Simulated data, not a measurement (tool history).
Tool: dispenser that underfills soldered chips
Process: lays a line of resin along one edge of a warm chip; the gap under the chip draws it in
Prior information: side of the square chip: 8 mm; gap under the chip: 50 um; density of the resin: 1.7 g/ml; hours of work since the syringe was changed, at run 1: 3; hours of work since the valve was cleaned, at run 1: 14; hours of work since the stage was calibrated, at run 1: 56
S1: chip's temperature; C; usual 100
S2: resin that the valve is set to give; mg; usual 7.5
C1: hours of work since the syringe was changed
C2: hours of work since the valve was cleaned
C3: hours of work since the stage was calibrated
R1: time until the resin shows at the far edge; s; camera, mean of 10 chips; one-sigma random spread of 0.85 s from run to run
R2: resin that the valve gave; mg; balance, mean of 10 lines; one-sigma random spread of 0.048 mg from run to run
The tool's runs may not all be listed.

run 1 hour=0 | S1=100 S2=7.5 | C1=3 C2=14 C3=56 | R1=90.2 R2=7.47
-- hour=5.8 new syringe of resin
run 2 hour=8.5 | S1=100 S2=7.5 | C1=2 C2=19 C3=61 | R1=88.3 R2=7.39
-- hour=16.4 new syringe of resin
run 3 hour=17.5 | S1=100 S2=7.5 | C1=1 C2=25 C3=67 | R1=82.9 R2=7.34
-- hour=27.3 new syringe of resin
run 4 hour=27.9 | S1=100 S2=7.5 | C1=0 C2=31 C3=73 | R1=81.8 R2=7.29
run 5 hour=35.5 | S1=100 S2=7.5 | C1=5 C2=36 C3=78 | R1=99.1 R2=7.26
-- hour=38.1 new syringe of resin
run 6 hour=40.5 | S1=100 S2=7.5 | C1=2 C2=39 C3=81 | R1=87.3 R2=7.42
-- hour=48.3 new syringe of resin
run 7 hour=50.5 | S1=100 S2=6.92 | C1=1 C2=45 C3=87 | R1=87.9 R2=6.62
-- hour=58.4 new syringe of resin
run 8 hour=59.5 | S1=100 S2=6.85 | C1=1 C2=51 C3=93 | R1=86.3 R2=6.52
run 9 hour=67.8 | S1=100 S2=6.85 | C1=6 C2=56 C3=98 | R1=105.8 R2=6.54
-- hour=68.7 new syringe of resin
run 10 hour=75.7 | S1=100 S2=6.85 | C1=4 C2=61 C3=103 | R1=101.6 R2=6.48
-- hour=78.9 new syringe of resin
run 11 hour=82.4 | S1=108 S2=7.5 | C1=2 C2=65 C3=107 | R1=65.5 R2=7.15
-- hour=89.1 new syringe of resin
run 12 hour=90 | S1=108 S2=8.23 | C1=1 C2=70 C3=112 | R1=57.1 R2=7.73
run 13 hour=95.5 | S1=100 S2=7.5 | C1=4 C2=73 C3=115 | R1=97.7 R2=7.07
-- hour=99.5 new syringe of resin
run 14 hour=103.1 | S1=100 S2=7.5 | C1=2 C2=78 C3=120 | R1=90.4 R2=7.05
run 15 hour=108 | S1=100 S2=7.54 | C1=5 C2=81 C3=123 | R1=102.8 R2=7.07
-- hour=109.9 new syringe of resin
run 16 hour=113.7 | S1=100 S2=7.54 | C1=2 C2=85 C3=127 | R1=90.6 R2=6.97
run 17 hour=118.5 | S1=100 S2=7.54 | C1=6 C2=88 C3=130 | R1=103.5 R2=7.01
-- hour=120.1 new syringe of resin
run 18 hour=126.9 | S1=113 S2=8.08 | C1=4 C2=93 C3=135 | R1=55.5 R2=7.42
-- hour=130.6 new syringe of resin
run 19 hour=135.9 | S1=91 S2=7.83 | C1=3 C2=99 C3=141 | R1=138.9 R2=7.13
-- hour=141.1 new syringe of resin
run 20 hour=141.9 | S1=91 S2=7.83 | C1=1 C2=102 C3=144 | R1=123.7 R2=7.12
run 21 hour=150.2 | S1=91 S2=7.83 | C1=6 C2=108 C3=150 | R1=151.5 R2=7.21
-- hour=151.8 new syringe of resin
run 22 hour=159.1 | S1=102 S2=7.83 | C1=5 C2=113 C3=155 | R1=89.4 R2=7
-- hour=162.5 new syringe of resin
run 23 hour=165.7 | S1=102 S2=7.83 | C1=2 C2=117 C3=159 | R1=81.4 R2=7.13
run 24 hour=170.4 | S1=102 S2=7.83 | C1=5 C2=120 C3=162 | R1=94.3 R2=7.09
-- hour=173.5 new syringe of resin
run 25 hour=175.1 | S1=102 S2=7.83 | C1=1 C2=123 C3=165 | R1=79.8 R2=7.01
run 26 hour=182.9 | S1=100 S2=9.76 | C1=6 C2=128 C3=170 | R1=100.9 R2=8.7
-- hour=183.9 new syringe of resin
run 27 hour=190.5 | S1=112 S2=7.96 | C1=4 C2=133 C3=175 | R1=58.9 R2=7
-- hour=194.6 new syringe of resin
run 28 hour=199.5 | S1=114 S2=7.27 | C1=3 C2=138 C3=180 | R1=53 R2=6.38
-- hour=201.3 dispensing valve cleaned and set on the balance
-- hour=205.9 new syringe of resin
run 29 hour=210.1 | S1=108 S2=8.72 | C1=3 C2=5 C3=186 | R1=64.4 R2=8.74
-- hour=216.6 new syringe of resin
run 30 hour=220.3 | S1=91 S2=8.89 | C1=2 C2=12 C3=193 | R1=126.8 R2=8.74
-- hour=227 new syringe of resin
run 31 hour=227.5 | S1=91 S2=8.89 | C1=0 C2=16 C3=197 | R1=119.4 R2=8.71
run 32 hour=233.8 | S1=91 S2=8.89 | C1=4 C2=20 C3=201 | R1=142 R2=8.74

Here are 5 independent what-if runs from the current tool condition. What would each one return?
-- hour=237.3 new syringe of resin
run A hour=239.8 | S1=91 S2=6.86 | C1=2 C2=24 C3=205 | R1=? R2=?
-- hour=237.3 new syringe of resin
run B hour=239.8 | S1=98 S2=9.34 | C1=2 C2=24 C3=205 | R1=? R2=?
-- hour=237.3 new syringe of resin
run C hour=239.8 | S1=88 S2=9.08 | C1=2 C2=24 C3=205 | R1=? R2=?
-- hour=237.3 new syringe of resin
run D hour=239.8 | S1=89 S2=8.4 | C1=2 C2=24 C3=205 | R1=? R2=?
-- hour=237.3 new syringe of resin
run E hour=239.8 | S1=99 S2=7.58 | C1=2 C2=24 C3=205 | R1=? R2=?

run=A R1=133.6 R2=6.77
run=B R1=93.1 R2=9.12
run=C R1=148.1 R2=8.85
run=D R1=137.9 R2=8.23
run=E R1=92.1 R2=7.47
The same runs, with their run-to-run variation unchanged, on a tool lacking any hidden condition would have given:
run=A R1=121 R2=6.92
run=B R1=84.8 R2=9.33
run=C R1=134.8 R2=9.05
run=D R1=125.4 R2=8.42
run=E R1=83.6 R2=7.64
